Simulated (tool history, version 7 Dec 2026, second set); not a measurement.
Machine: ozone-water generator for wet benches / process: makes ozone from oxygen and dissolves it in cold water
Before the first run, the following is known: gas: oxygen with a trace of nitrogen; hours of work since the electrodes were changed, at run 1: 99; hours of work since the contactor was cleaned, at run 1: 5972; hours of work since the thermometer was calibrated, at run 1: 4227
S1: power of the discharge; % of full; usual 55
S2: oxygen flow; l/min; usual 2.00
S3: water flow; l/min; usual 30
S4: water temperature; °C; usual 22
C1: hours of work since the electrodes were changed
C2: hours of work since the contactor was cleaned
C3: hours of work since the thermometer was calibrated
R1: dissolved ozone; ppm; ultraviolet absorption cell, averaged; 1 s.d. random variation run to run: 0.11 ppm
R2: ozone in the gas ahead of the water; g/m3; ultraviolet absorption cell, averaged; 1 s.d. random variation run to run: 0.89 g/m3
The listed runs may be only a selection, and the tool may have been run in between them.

| run | hour | S1 | S2 | S3 | S4 | C1 | C2 | C3 | R1 | R2 |
|---|---|---|---|---|---|---|---|---|---|---|
| 1 | 0.0 | 55 | 2.00 | 30 | 22 | 99 | 5972 | 4227 | 5.7 | 148.4 |
| 2 | 51.4 | 55 | 2.00 | 30 | 22 | 150 | 6023 | 4278 | 5.8 | 149.1 |
| 3 | 94.0 | 55 | 2.00 | 30 | 22 | 192 | 6065 | 4321 | 5.7 | 146.5 |
| 4 | 125.3 | 55 | 2.00 | 30 | 22 | 223 | 6096 | 4352 | 5.8 | 146.9 |
| 5 | 187.4 | 55 | 2.00 | 30 | 15 | 285 | 6158 | 4414 | 6.2 | 147.6 |
| 6 | 224.2 | 55 | 1.63 | 30 | 23 | 322 | 6195 | 4450 | 5.1 | 157.0 |
| 7 | 271.4 | 85 | 3.58 | 29 | 26 | 369 | 6242 | 4497 | 9.9 | 163.1 |
| 8 | 319.2 | 85 | 3.58 | 29 | 26 | 417 | 6290 | 4545 | 9.9 | 162.5 |
| 9 | 351.2 | 52 | 2.00 | 21 | 19 | 448 | 6322 | 4577 | 8.0 | 141.4 |
|  | 361.0 | water thermometer calibrated |
| 10 | 382.8 | 52 | 2.00 | 21 | 19 | 479 | 6352 | 22 | 7.9 | 141.2 |

What would each run have given without the hidden state, its run-to-run variation left as it was?
What the log doesn't record here: yield of the discharge, % of new electrodes'; contactor's efficiency, % of a clean one's; true water temperature over the reading, C; drift of the gauge itself on ozone_ppm, %; drift of the gauge itself on gas_g_m3, %.
| run | R1 | R2 |
|---|---|---|
| 1 | 5.9 | 148.6 |
| 2 | 6.1 | 149.3 |
| 3 | 5.9 | 146.8 |
| 4 | 6.0 | 147.3 |
| 5 | 6.4 | 148.0 |
| 6 | 5.3 | 157.5 |
| 7 | 10.3 | 163.9 |
| 8 | 10.3 | 163.4 |
| 9 | 8.2 | 141.9 |
| 10 | 8.2 | 141.8 |
